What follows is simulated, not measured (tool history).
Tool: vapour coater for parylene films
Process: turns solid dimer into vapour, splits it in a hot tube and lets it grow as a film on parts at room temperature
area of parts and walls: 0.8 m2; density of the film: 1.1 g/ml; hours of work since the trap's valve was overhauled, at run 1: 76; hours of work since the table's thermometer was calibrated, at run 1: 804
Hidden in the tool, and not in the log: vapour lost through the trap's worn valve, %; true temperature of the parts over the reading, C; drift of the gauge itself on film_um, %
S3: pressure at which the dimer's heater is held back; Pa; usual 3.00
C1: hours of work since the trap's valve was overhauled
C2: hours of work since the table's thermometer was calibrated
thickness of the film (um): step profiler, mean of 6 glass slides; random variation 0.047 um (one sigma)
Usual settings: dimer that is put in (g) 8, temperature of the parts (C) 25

run 1 day=0.000 | dimer_that_is_put_in_(g)=8 temperature_of_the_parts_(C)=25 S3=3.00 | C1=76 C2=804 | thickness_of_the_film_(um)=4.95
run 2 day=2.321 | dimer_that_is_put_in_(g)=8 temperature_of_the_parts_(C)=25 S3=3.87 | C1=114 C2=842 | thickness_of_the_film_(um)=4.75
run 3 day=3.792 | dimer_that_is_put_in_(g)=8 temperature_of_the_parts_(C)=25 S3=3.87 | C1=139 C2=867 | thickness_of_the_film_(um)=4.67
run 4 day=7.038 | dimer_that_is_put_in_(g)=8 temperature_of_the_parts_(C)=25 S3=3.87 | C1=193 C2=920 | thickness_of_the_film_(um)=4.48
run 5 day=8.704 | dimer_that_is_put_in_(g)=8 temperature_of_the_parts_(C)=25 S3=3.00 | C1=220 C2=948 | thickness_of_the_film_(um)=4.76
run 6 day=10.812 | dimer_that_is_put_in_(g)=8 temperature_of_the_parts_(C)=18 S3=7.19 | C1=255 C2=983 | thickness_of_the_film_(um)=4.95
-- day=11.121 table's thermometer calibrated
run 7 day=12.204 | dimer_that_is_put_in_(g)=8 temperature_of_the_parts_(C)=18 S3=7.19 | C1=278 C2=18 | thickness_of_the_film_(um)=4.87
-- day=13.029 trap's valve overhauled
run 8 day=15.200 | dimer_that_is_put_in_(g)=8 temperature_of_the_parts_(C)=18 S3=7.19 | C1=36 C2=65 | thickness_of_the_film_(um)=5.29
run 9 day=17.742 | dimer_that_is_put_in_(g)=8 temperature_of_the_parts_(C)=33 S3=3.00 | C1=78 C2=107 | thickness_of_the_film_(um)=3.73

Forecast run 10:
run 10 day=19.679 | dimer_that_is_put_in_(g)=8 temperature_of_the_parts_(C)=33 S3=3.00 | C1=110 C2=139 | thickness_of_the_film_(um)=?

thickness of the film (um): 3.63
Without the tool's hidden state the same run would have given thickness of the film (um) 3.91.

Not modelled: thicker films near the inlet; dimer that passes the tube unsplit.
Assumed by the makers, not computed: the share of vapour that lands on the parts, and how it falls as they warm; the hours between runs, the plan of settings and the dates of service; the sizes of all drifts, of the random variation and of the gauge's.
